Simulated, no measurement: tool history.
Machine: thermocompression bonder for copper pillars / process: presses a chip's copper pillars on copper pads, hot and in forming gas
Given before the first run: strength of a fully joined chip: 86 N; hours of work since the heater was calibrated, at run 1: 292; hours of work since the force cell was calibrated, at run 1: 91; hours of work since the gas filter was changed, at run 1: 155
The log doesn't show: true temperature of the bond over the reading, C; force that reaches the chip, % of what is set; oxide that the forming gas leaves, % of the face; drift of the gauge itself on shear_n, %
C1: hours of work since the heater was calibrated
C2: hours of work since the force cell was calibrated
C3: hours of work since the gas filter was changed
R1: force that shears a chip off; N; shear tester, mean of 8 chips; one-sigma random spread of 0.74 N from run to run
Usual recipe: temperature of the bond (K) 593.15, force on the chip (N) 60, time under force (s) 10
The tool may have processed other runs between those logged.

run 1 hour=0 | temperature_of_the_bond_(K)=593.15 force_on_the_chip_(N)=60 time_under_force_(s)=10 | C1=292 C2=91 C3=155 | R1=47
run 2 hour=18 | temperature_of_the_bond_(K)=593.15 force_on_the_chip_(N)=60 time_under_force_(s)=28 | C1=302 C2=102 C3=166 | R1=65
run 3 hour=35.6 | temperature_of_the_bond_(K)=593.15 force_on_the_chip_(N)=60 time_under_force_(s)=5 | C1=312 C2=112 C3=176 | R1=38.4
run 4 hour=48.3 | temperature_of_the_bond_(K)=593.15 force_on_the_chip_(N)=60 time_under_force_(s)=5 | C1=320 C2=120 C3=184 | R1=38.1
run 5 hour=66.1 | temperature_of_the_bond_(K)=593.15 force_on_the_chip_(N)=60 time_under_force_(s)=5 | C1=330 C2=130 C3=194 | R1=38.2
-- hour=75.1 forming gas filter changed
run 6 hour=77.4 | temperature_of_the_bond_(K)=593.15 force_on_the_chip_(N)=60 time_under_force_(s)=5 | C1=337 C2=136 C3=1 | R1=40.3
run 7 hour=87.9 | temperature_of_the_bond_(K)=593.15 force_on_the_chip_(N)=60 time_under_force_(s)=5 | C1=343 C2=142 C3=7 | R1=40.9
run 8 hour=109.2 | temperature_of_the_bond_(K)=593.15 force_on_the_chip_(N)=60 time_under_force_(s)=5 | C1=355 C2=155 C3=20 | R1=40.4
-- hour=112.8 force cell calibrated
run 9 hour=122.1 | temperature_of_the_bond_(K)=589.15 force_on_the_chip_(N)=87 time_under_force_(s)=10 | C1=362 C2=5 C3=27 | R1=59.6
run 10 hour=138.8 | temperature_of_the_bond_(K)=589.15 force_on_the_chip_(N)=87 time_under_force_(s)=10 | C1=372 C2=15 C3=36 | R1=60.3
run 11 hour=156.7 | temperature_of_the_bond_(K)=589.15 force_on_the_chip_(N)=87 time_under_force_(s)=10 | C1=382 C2=26 C3=47 | R1=59.9
run 12 hour=173.8 | temperature_of_the_bond_(K)=589.15 force_on_the_chip_(N)=57 time_under_force_(s)=10 | C1=392 C2=36 C3=57 | R1=44.3
run 13 hour=195.2 | temperature_of_the_bond_(K)=596.15 force_on_the_chip_(N)=60 time_under_force_(s)=10 | C1=404 C2=48 C3=69 | R1=50.2
run 14 hour=206.1 | temperature_of_the_bond_(K)=596.15 force_on_the_chip_(N)=60 time_under_force_(s)=10 | C1=411 C2=55 C3=76 | R1=50.8
run 15 hour=217.6 | temperature_of_the_bond_(K)=596.15 force_on_the_chip_(N)=60 time_under_force_(s)=10 | C1=418 C2=61 C3=82 | R1=49.7
run 16 hour=235.7 | temperature_of_the_bond_(K)=593.15 force_on_the_chip_(N)=76 time_under_force_(s)=10 | C1=428 C2=72 C3=93 | R1=54.5

Consider 4 possible next runs. They are alternatives, not a sequence: every one starts from the tool as it was left by run 16. What does each give?
-- hour=244 force cell calibrated, once more
run A hour=248.8 | temperature_of_the_bond_(K)=619.15 force_on_the_chip_(N)=44 time_under_force_(s)=21 | C1=435 C2=3 C3=100 | R1=?
-- hour=244 force cell calibrated, once more
run B hour=248.8 | temperature_of_the_bond_(K)=568.15 force_on_the_chip_(N)=47 time_under_force_(s)=6 | C1=435 C2=3 C3=100 | R1=?
-- hour=244 force cell calibrated, once more
run C hour=248.8 | temperature_of_the_bond_(K)=619.15 force_on_the_chip_(N)=55 time_under_force_(s)=6 | C1=435 C2=3 C3=100 | R1=?
-- hour=244 force cell calibrated, once more
run D hour=248.8 | temperature_of_the_bond_(K)=593.15 force_on_the_chip_(N)=60 time_under_force_(s)=18 | C1=435 C2=3 C3=100 | R1=?

run=A R1=61.7
run=B R1=22.2
run=C R1=50.9
run=D R1=56.3
Stripped of hidden state, with their random variation kept, the same runs would have yielded:
run=A R1=68
run=B R1=26.3
run=C R1=57.2
run=D R1=62.9
